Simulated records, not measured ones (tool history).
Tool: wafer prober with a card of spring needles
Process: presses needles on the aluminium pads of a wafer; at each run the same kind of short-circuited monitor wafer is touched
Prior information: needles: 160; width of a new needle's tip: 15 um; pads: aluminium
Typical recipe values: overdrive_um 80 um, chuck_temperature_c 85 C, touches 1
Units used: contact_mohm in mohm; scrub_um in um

run 1 hour=0.0 | overdrive_um=80 chuck_temperature_c=85 touches=1 | contact_mohm=180 scrub_um=12.64
-- hour=9.2 tips cleaned on abrasive film
run 2 hour=22.9 | overdrive_um=80 chuck_temperature_c=85 touches=1 | contact_mohm=179 scrub_um=12.58
-- hour=31.8 tips cleaned on abrasive film
-- hour=39.8 height of the first contact set anew
-- hour=53.4 tips cleaned on abrasive film
run 3 hour=53.4 | overdrive_um=80 chuck_temperature_c=85 touches=1 | contact_mohm=178 scrub_um=12.60
-- hour=75.0 tips cleaned on abrasive film
run 4 hour=77.4 | overdrive_um=80 chuck_temperature_c=85 touches=1 | contact_mohm=180 scrub_um=12.61
-- hour=97.7 tips cleaned on abrasive film
-- hour=122.2 tips cleaned on abrasive film
run 5 hour=124.5 | overdrive_um=80 chuck_temperature_c=85 touches=1 | contact_mohm=177 scrub_um=12.64
-- hour=147.2 tips cleaned on abrasive film
run 6 hour=156.7 | overdrive_um=80 chuck_temperature_c=85 touches=1 | contact_mohm=181 scrub_um=12.69
-- hour=171.4 tips cleaned on abrasive film
-- hour=191.9 tips cleaned on abrasive film
run 7 hour=197.2 | overdrive_um=80 chuck_temperature_c=85 touches=1 | contact_mohm=180 scrub_um=12.57
-- hour=215.2 tips cleaned on abrasive film
run 8 hour=227.3 | overdrive_um=80 chuck_temperature_c=85 touches=1 | contact_mohm=180 scrub_um=12.57
-- hour=239.2 tips cleaned on abrasive film
-- hour=260.1 tips cleaned on abrasive film
run 9 hour=260.1 | overdrive_um=80 chuck_temperature_c=85 touches=2 | contact_mohm=182 scrub_um=12.60
-- hour=280.7 tips cleaned on abrasive film
run 10 hour=286.8 | overdrive_um=80 chuck_temperature_c=85 touches=2 | contact_mohm=181 scrub_um=12.59
-- hour=304.4 tips cleaned on abrasive film
-- hour=326.0 tips cleaned on abrasive film
run 11 hour=342.5 | overdrive_um=80 chuck_temperature_c=72 touches=2 | contact_mohm=178 scrub_um=12.57
-- hour=347.4 tips cleaned on abrasive film
-- hour=369.7 tips cleaned on abrasive film
run 12 hour=378.8 | overdrive_um=64 chuck_temperature_c=35 touches=2 | contact_mohm=172 scrub_um=10.08
-- hour=390.8 tips cleaned on abrasive film
run 13 hour=408.8 | overdrive_um=64 chuck_temperature_c=35 touches=2 | contact_mohm=172 scrub_um=10.05
-- hour=411.6 tips cleaned on abrasive film
run 14 hour=431.5 | overdrive_um=64 chuck_temperature_c=37 touches=3 | contact_mohm=175 scrub_um=10.04
-- hour=436.7 tips cleaned on abrasive film
-- hour=459.8 tips cleaned on abrasive film
run 15 hour=461.0 | overdrive_um=64 chuck_temperature_c=37 touches=3 | contact_mohm=174 scrub_um=10.08
-- hour=483.0 tips cleaned on abrasive film
run 16 hour=490.9 | overdrive_um=80 chuck_temperature_c=46 touches=1 | contact_mohm=173 scrub_um=12.62
-- hour=503.4 tips cleaned on abrasive film
-- hour=503.7 height of the first contact set anew
run 17 hour=514.1 | overdrive_um=73 chuck_temperature_c=66 touches=2 | contact_mohm=176 scrub_um=11.47
-- hour=525.9 tips cleaned on abrasive film
-- hour=546.9 tips cleaned on abrasive film
run 18 hour=563.2 | overdrive_um=95 chuck_temperature_c=47 touches=2 | contact_mohm=170 scrub_um=15.03

Predict each of these 3 candidate next runs independently; none follows another, all start after run 18:
-- hour=568.1 tips cleaned on abrasive film
run A hour=587.0 | overdrive_um=95 chuck_temperature_c=56 touches=2 | contact_mohm=? scrub_um=?
-- hour=568.1 tips cleaned on abrasive film
run B hour=587.0 | overdrive_um=80 chuck_temperature_c=85 touches=1 | contact_mohm=? scrub_um=?
-- hour=568.1 tips cleaned on abrasive film
run C hour=587.0 | overdrive_um=95 chuck_temperature_c=47 touches=3 | contact_mohm=? scrub_um=?

run=A contact_mohm=172 scrub_um=14.97
run=B contact_mohm=180 scrub_um=12.62
run=C contact_mohm=170 scrub_um=14.94
With no hidden state in the tool, these same runs would have given:
run=A contact_mohm=172 scrub_um=14.97
run=B contact_mohm=180 scrub_um=12.62
run=C contact_mohm=170 scrub_um=14.94
